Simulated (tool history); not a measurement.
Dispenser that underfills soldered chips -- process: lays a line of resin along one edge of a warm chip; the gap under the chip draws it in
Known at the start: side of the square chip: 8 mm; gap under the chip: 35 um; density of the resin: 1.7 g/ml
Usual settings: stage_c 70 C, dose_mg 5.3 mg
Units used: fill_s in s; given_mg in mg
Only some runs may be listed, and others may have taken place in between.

run,hour,stage_c,dose_mg,fill_s,given_mg
1,0,70,5.3,44.7,5.28
2,4.3,64,5.3,70.8,5.32
3,9.3,64,5.3,87.1,5.3
# hour 13.1: new syringe of resin
4,13.6,70,5.3,40.7,5.26
5,18,70,5.3,50.5,5.22
6,21.7,70,5.3,61.2,5.24
7,27.5,70,5.58,79.1,5.53
# hour 28.2: new syringe of resin
8,31.8,70,5.3,48.8,5.25
9,36.5,85,6.79,34.3,6.76
10,41.9,57,6.07,128.8,5.99
# hour 43.4: new syringe of resin
11,47.1,59,4.87,78,4.78
12,51.3,78,5.3,43.8,5.2
13,53.6,64,6.25,82,6.09
14,57.5,64,6.25,97.3,6.11
# hour 58.7: new syringe of resin
15,60.8,58,4.78,73,4.65

Each row is a separate what-if for the run after 15, all from the same tool condition, not one after another. Results?
A,64.4,56,5.3,?,?
B,64.4,79,4.76,?,?
C,64.4,58,6.22,?,?
D,64.4,56,5.13,?,?

run,fill_s,given_mg
A,92.8,5.15
B,38.5,4.63
C,83.6,6.11
D,93,5.02
Without the tool's hidden state the same runs would have given:
run,fill_s,given_mg
A,71.5,5.27
B,29.4,4.75
C,64.6,6.26
D,71.6,5.15
